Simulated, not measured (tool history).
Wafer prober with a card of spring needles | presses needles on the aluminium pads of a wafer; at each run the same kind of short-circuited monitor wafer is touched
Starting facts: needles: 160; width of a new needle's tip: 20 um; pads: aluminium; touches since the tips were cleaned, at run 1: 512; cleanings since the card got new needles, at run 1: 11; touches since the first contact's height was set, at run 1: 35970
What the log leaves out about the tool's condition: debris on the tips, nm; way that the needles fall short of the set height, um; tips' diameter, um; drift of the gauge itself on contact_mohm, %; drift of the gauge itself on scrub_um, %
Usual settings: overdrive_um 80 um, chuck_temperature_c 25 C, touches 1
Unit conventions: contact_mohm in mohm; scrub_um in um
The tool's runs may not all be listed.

run	hour	overdrive_um	chuck_temperature_c	touches	touches since the tips were cleaned	cleanings since the card got new needles	touches since the first contact's height was set	contact_mohm	scrub_um
1	0.0	80	25	1	512	11	35970	270	12.88
# hour 4.9: tips cleaned on abrasive film
# hour 10.0: tips cleaned on abrasive film
# hour 15.5: tips cleaned on abrasive film
2	15.5	80	25	1	0	14	44429	250	12.91
# hour 20.5: tips cleaned on abrasive film
# hour 26.0: tips cleaned on abrasive film
# hour 31.0: tips cleaned on abrasive film
3	31.7	80	25	1	399	17	53327	265	12.79
# hour 36.7: tips cleaned on abrasive film
# hour 42.2: tips cleaned on abrasive film
4	45.7	80	25	1	1919	19	60985	305	12.68
# hour 47.7: tips cleaned on abrasive film
# hour 53.2: tips cleaned on abrasive film
5	55.4	80	25	1	1211	21	66295	284	12.64
# hour 58.2: tips cleaned on abrasive film
# hour 63.3: tips cleaned on abrasive film
# hour 68.8: tips cleaned on abrasive film
6	71.7	80	25	1	1641	24	75238	300	12.55
# hour 74.2: tips cleaned on abrasive film
7	78.7	80	25	1	2471	25	79044	323	12.58
# hour 79.9: tips cleaned on abrasive film
# hour 85.3: tips cleaned on abrasive film
# hour 90.6: tips cleaned on abrasive film
8	95.0	74	25	3	2462	28	88002	282	11.63
# hour 96.3: tips cleaned on abrasive film
# hour 96.6: height of the first contact set anew
# hour 101.6: tips cleaned on abrasive film
9	105.6	75	114	1	2226	30	4964	347	11.71
# hour 106.9: tips cleaned on abrasive film
# hour 112.4: tips cleaned on abrasive film
10	116.0	90	59	1	2011	32	10641	303	14.34
# hour 117.6: tips cleaned on abrasive film
# hour 122.8: tips cleaned on abrasive film
11	125.7	90	59	1	1614	34	15940	299	14.10
# hour 128.0: tips cleaned on abrasive film
# hour 133.2: tips cleaned on abrasive film
12	134.7	80	25	2	859	36	20868	266	12.39
# hour 138.9: tips cleaned on abrasive film
13	143.6	73	82	2	2649	37	25753	325	11.28

Alternative continuations, all from the tool just after run 13; predict every row:
# hour 144.7: tips cleaned on abrasive film
# hour 148.8: height of the first contact set anew, once more
# hour 149.9: tips cleaned on abrasive film
A	151.6	100	41	1	927	39	1481	?	?
# hour 144.7: tips cleaned on abrasive film
# hour 148.8: height of the first contact set anew, once more
# hour 149.9: tips cleaned on abrasive film
B	151.6	81	58	1	927	39	1481	?	?
# hour 144.7: tips cleaned on abrasive film
# hour 148.8: height of the first contact set anew, once more
# hour 149.9: tips cleaned on abrasive film
C	151.6	80	68	1	927	39	1481	?	?

run	contact_mohm	scrub_um
A	273	16.30
B	287	13.17
C	290	13.10
With the hidden condition removed and each run's random variation left untouched, the same runs would have given:
run	contact_mohm	scrub_um
A	249	16.31
B	253	13.18
C	256	13.11

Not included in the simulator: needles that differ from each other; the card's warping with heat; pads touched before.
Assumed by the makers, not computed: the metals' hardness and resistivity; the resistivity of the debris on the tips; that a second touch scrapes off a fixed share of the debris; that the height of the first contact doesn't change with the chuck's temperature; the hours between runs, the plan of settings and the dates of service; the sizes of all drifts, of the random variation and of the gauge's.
